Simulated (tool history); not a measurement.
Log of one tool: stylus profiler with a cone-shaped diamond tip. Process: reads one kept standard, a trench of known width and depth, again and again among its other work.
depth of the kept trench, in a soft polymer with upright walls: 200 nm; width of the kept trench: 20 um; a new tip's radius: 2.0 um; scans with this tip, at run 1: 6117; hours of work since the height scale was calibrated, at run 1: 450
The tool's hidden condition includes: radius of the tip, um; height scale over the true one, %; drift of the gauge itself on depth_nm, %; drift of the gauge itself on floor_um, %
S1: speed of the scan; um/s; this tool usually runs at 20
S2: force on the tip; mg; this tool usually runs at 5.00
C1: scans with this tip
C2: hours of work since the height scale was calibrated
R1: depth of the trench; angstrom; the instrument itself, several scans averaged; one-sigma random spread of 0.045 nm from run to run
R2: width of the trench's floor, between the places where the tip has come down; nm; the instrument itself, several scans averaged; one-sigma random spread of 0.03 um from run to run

{"run": 1, "hour": 0.0, "S1": 20, "S2": 5.0, "C1": 6117, "C2": 450, "R1": 2029.2, "R2": 18160}
{"run": 2, "hour": 25.7, "S1": 20, "S2": 5.0, "C1": 6309, "C2": 464, "R1": 2029.7, "R2": 18270}
{"run": 3, "hour": 49.5, "S1": 20, "S2": 5.0, "C1": 6487, "C2": 477, "R1": 2030.2, "R2": 18210}
{"run": 4, "hour": 79.1, "S1": 20, "S2": 2.02, "C1": 6708, "C2": 493, "R1": 2016.1, "R2": 18160}
{"run": 5, "hour": 123.8, "S1": 20, "S2": 5.0, "C1": 7041, "C2": 518, "R1": 2030.1, "R2": 18190}
{"run": 6, "hour": 152.5, "S1": 20, "S2": 5.0, "C1": 7255, "C2": 533, "R1": 2030.0, "R2": 18140}
{"run": 7, "hour": 188.6, "S1": 20, "S2": 5.0, "C1": 7524, "C2": 553, "R1": 2030.4, "R2": 18230}
{"run": 8, "hour": 215.2, "S1": 23, "S2": 3.18, "C1": 7723, "C2": 568, "R1": 2021.6, "R2": 18190}
{"run": 9, "hour": 251.2, "S1": 23, "S2": 3.18, "C1": 7992, "C2": 588, "R1": 2022.8, "R2": 18140}
{"run": 10, "hour": 304.5, "S1": 23, "S2": 3.18, "C1": 8390, "C2": 617, "R1": 2021.3, "R2": 18160}
{"hour": 309.6, "done": "new tip fitted, height scale calibrated"}
{"run": 11, "hour": 337.7, "S1": 23, "S2": 3.18, "C1": 210, "C2": 15, "R1": 2022.1, "R2": 18180}
{"run": 12, "hour": 395.9, "S1": 6, "S2": 6.84, "C1": 645, "C2": 47, "R1": 2036.3, "R2": 18280}
{"run": 13, "hour": 425.9, "S1": 6, "S2": 6.84, "C1": 868, "C2": 64, "R1": 2036.5, "R2": 18220}
{"run": 14, "hour": 467.2, "S1": 6, "S2": 6.84, "C1": 1177, "C2": 86, "R1": 2036.6, "R2": 18240}

Forecast each of these 3 alternatives for the next run:
{"run": "A", "hour": 514.8, "S1": 30, "S2": 6.84, "C1": 1532, "C2": 113, "R1": "?", "R2": "?"}
{"run": "B", "hour": 514.8, "S1": 8, "S2": 14.72, "C1": 1532, "C2": 113, "R1": "?", "R2": "?"}
{"run": "C", "hour": 514.8, "S1": 6, "S2": 4.69, "C1": 1532, "C2": 113, "R1": "?", "R2": "?"}

run=A R1=2036.9 R2=18160
run=B R1=2060.8 R2=18270
run=C R1=2028.2 R2=18290
Without the tool's hidden state the same runs would have given:
run=A R1=2036.9 R2=18170
run=B R1=2060.8 R2=18280
run=C R1=2028.2 R2=18290

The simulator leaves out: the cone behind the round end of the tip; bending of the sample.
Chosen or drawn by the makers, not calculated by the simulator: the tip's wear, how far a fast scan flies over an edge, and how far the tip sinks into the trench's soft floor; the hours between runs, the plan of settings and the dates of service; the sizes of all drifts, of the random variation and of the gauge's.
